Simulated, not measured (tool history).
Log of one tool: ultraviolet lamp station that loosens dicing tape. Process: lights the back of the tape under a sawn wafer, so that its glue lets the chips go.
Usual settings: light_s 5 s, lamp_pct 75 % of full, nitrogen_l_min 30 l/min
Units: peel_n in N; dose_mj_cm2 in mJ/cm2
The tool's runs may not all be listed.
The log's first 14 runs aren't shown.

| run | hour | light_s | lamp_pct | nitrogen_l_min | hours of work of the lamp | hours of work since the window was cleaned | peel_n | dose_mj_cm2 |
|---|---|---|---|---|---|---|---|---|
| 15 | 165 | 5 | 75 | 30 | 311 | 74 | 1.273 | 421 |
| 16 | 179.5 | 5 | 93 | 30 | 321 | 84 | 0.808 | 524 |
| 17 | 197.7 | 5 | 93 | 30 | 335 | 98 | 0.799 | 522 |
| 18 | 206 | 5 | 75 | 30 | 341 | 104 | 1.241 | 422 |
| 19 | 214.2 | 5 | 75 | 30 | 347 | 110 | 1.246 | 418 |
| 20 | 226.3 | 2 | 75 | 30 | 355 | 119 | 4.195 | 167 |
| 21 | 241.3 | 7 | 75 | 30 | 366 | 130 | 0.616 | 588 |
| 22 | 251.1 | 7 | 97 | 30 | 374 | 137 | 0.369 | 764 |
| 23 | 266.9 | 7 | 97 | 30 | 385 | 148 | 0.352 | 763 |
| 24 | 278 | 7 | 97 | 30 | 393 | 156 | 0.366 | 753 |
| 25 | 292 | 6 | 97 | 9 | 403 | 166 | 0.956 | 649 |
| 26 | 310.2 | 2 | 97 | 24 | 417 | 180 | 3.536 | 220 |
| 27 | 326.2 | 6 | 86 | 24 | 428 | 191 | 0.7 | 578 |
| 28 | 341.1 | 5 | 91 | 18 | 439 | 202 | 1.09 | 513 |
| 29 | 351.6 | 3 | 96 | 41 | 447 | 210 | 1.769 | 321 |
| 30 | 363.7 | 3 | 68 | 20 | 456 | 219 | 3.511 | 229 |
| 31 | 373.2 | 7 | 66 | 58 | 463 | 226 | 0.641 | 514 |
| 32 | 384.5 | 7 | 66 | 58 | 471 | 234 | 0.63 | 517 |
| 33 | 400.1 | 7 | 66 | 58 | 482 | 245 | 0.641 | 514 |
| 34 | 408.7 | 7 | 66 | 58 | 488 | 251 | 0.616 | 520 |
| 35 | 420.6 | 9 | 89 | 30 | 497 | 260 | 0.273 | 896 |
| 36 | 436.8 | 5 | 73 | 49 | 509 | 272 | 1.03 | 409 |
| 37 | 450.7 | 5 | 73 | 49 | 519 | 282 | 1.067 | 409 |
| 38 | 466.4 | 5 | 73 | 49 | 530 | 294 | 1.099 | 410 |

The next listed run, before its measurement:
| 39 | 476.6 | 5 | 77 | 30 | 538 | 301 | ? | ? |

Run 39 gave peel_n 1.198 N, dose_mj_cm2 432 mJ/cm2.
Without the tool's hidden state the same run would have given peel_n 1.196 N, dose_mj_cm2 432 mJ/cm2.

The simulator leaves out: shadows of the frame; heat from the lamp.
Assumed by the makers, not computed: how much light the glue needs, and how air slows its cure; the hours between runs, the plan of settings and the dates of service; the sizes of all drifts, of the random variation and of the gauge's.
